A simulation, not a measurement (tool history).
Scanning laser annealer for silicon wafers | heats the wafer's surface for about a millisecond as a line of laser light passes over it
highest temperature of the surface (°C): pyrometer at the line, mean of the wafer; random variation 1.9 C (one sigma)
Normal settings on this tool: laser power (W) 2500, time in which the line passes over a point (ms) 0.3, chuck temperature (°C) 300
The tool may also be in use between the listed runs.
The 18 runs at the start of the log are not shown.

run,hour,laser power (W),time in which the line passes over a point (ms),chuck temperature (°C),hours of work since the window was cleaned,hours of work since the power meter was calibrated,hours of work since the optics were aligned,highest temperature of the surface (°C)
19,306.1,2656,0.3,300,599,946,470,1160
20,317.6,2500,0.288,300,608,954,479,1085
21,327.1,2661,0.3,300,616,962,487,1161
22,340,2500,0.349,296,625,971,496,1158
23,352.4,2266,0.249,307,635,981,506,962
24,368.6,2147,0.249,319,647,993,518,935
25,385.5,2407,0.298,300,660,1006,531,1063
26,401.1,2407,0.298,300,672,1018,543,1057
27,410.7,2598,0.354,269,680,1026,551,1169
28,429.1,2568,0.3,300,694,1040,565,1124
29,444.3,2528,0.3,300,705,1051,576,1107
30,453.8,2451,0.3,322,713,1059,584,1102
31,466.4,2186,0.377,323,722,1068,593,1084
32,481.9,2667,0.377,277,734,1080,605,1228
33,500.9,2667,0.246,277,749,1095,620,1056
34,519.6,2667,0.246,277,763,1109,634,1061
35,534.9,2667,0.246,277,775,1121,646,1056
36,550.5,2667,0.246,277,787,1133,658,1053
37,569.5,2460,0.221,297,801,1147,672,970
# hour 589.6: window over the wafer cleaned
38,591.5,2624,0.23,299,1,1163,688,1071
39,602,2500,0.3,332,10,1171,696,1161
40,614.7,2183,0.3,276,19,1181,705,983
41,634.8,2183,0.3,276,35,1196,721,982
42,656.5,2183,0.3,276,51,1213,738,981

Branching from run 42: 3 alternative next runs. What would each branch give?
A,672.6,2289,0.232,276,64,1225,750,?
B,672.6,2312,0.3,276,64,1225,750,?
C,672.6,2500,0.224,275,64,1225,750,?

run,highest temperature of the surface (°C)
A,936
B,1031
C,993
Take away the tool's hidden state, keep each run's random variation, and the runs would have read:
run,highest temperature of the surface (°C)
A,950
B,1047
C,1008

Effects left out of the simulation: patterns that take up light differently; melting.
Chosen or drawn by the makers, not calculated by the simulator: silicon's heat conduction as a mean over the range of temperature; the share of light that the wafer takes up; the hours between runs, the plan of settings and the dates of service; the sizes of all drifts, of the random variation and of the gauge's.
